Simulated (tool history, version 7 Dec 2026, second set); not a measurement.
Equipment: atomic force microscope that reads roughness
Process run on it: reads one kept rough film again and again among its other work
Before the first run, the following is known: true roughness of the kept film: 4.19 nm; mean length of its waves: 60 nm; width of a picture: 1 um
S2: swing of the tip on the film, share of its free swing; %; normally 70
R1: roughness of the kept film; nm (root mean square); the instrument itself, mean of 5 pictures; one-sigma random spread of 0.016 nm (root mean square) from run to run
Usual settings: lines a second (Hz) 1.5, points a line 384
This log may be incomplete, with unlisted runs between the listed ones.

{"run": 1, "hour": 0.0, "lines a second (Hz)": 1.5, "S2": 70, "points a line": 384, "R1": 3.823}
{"run": 2, "hour": 10.2, "lines a second (Hz)": 1.5, "S2": 84, "points a line": 384, "R1": 3.662}
{"run": 3, "hour": 21.7, "lines a second (Hz)": 1.5, "S2": 84, "points a line": 384, "R1": 3.642}
{"run": 4, "hour": 37.6, "lines a second (Hz)": 1.5, "S2": 84, "points a line": 384, "R1": 3.653}
{"run": 5, "hour": 49.7, "lines a second (Hz)": 1.5, "S2": 70, "points a line": 639, "R1": 3.682}
{"hour": 61.9, "done": "new tip fitted"}
{"run": 6, "hour": 61.9, "lines a second (Hz)": 1.5, "S2": 70, "points a line": 639, "R1": 3.866}
{"run": 7, "hour": 74.2, "lines a second (Hz)": 1.5, "S2": 70, "points a line": 639, "R1": 3.858}
{"run": 8, "hour": 87.9, "lines a second (Hz)": 1.5, "S2": 56, "points a line": 589, "R1": 3.906}
{"run": 9, "hour": 106.8, "lines a second (Hz)": 1.23, "S2": 75, "points a line": 320, "R1": 3.758}
{"run": 10, "hour": 120.9, "lines a second (Hz)": 1.23, "S2": 75, "points a line": 320, "R1": 3.703}
{"run": 11, "hour": 131.8, "lines a second (Hz)": 1.23, "S2": 75, "points a line": 320, "R1": 3.707}
{"run": 12, "hour": 142.1, "lines a second (Hz)": 1.23, "S2": 75, "points a line": 320, "R1": 3.71}
{"run": 13, "hour": 153.0, "lines a second (Hz)": 1.23, "S2": 75, "points a line": 320, "R1": 3.665}

Predict each of these 5 candidate next runs independently; none follows another, all start after run 13:
{"hour": 165.3, "done": "new tip fitted"}
{"run": "A", "hour": 169.4, "lines a second (Hz)": 1.18, "S2": 67, "points a line": 455, "R1": "?"}
{"hour": 165.3, "done": "new tip fitted"}
{"run": "B", "hour": 169.4, "lines a second (Hz)": 1.22, "S2": 71, "points a line": 941, "R1": "?"}
{"hour": 165.3, "done": "new tip fitted"}
{"run": "C", "hour": 169.4, "lines a second (Hz)": 0.9, "S2": 75, "points a line": 320, "R1": "?"}
{"hour": 165.3, "done": "new tip fitted"}
{"run": "D", "hour": 169.4, "lines a second (Hz)": 0.88, "S2": 86, "points a line": 416, "R1": "?"}
{"hour": 165.3, "done": "new tip fitted"}
{"run": "E", "hour": 169.4, "lines a second (Hz)": 3.96, "S2": 70, "points a line": 846, "R1": "?"}

run=A R1=3.917
run=B R1=3.886
run=C R1=3.883
run=D R1=3.836
run=E R1=3.73
Had the tool no hidden state, the same runs would have come out as:
run=A R1=3.943
run=B R1=3.912
run=C R1=3.909
run=D R1=3.861
run=E R1=3.754
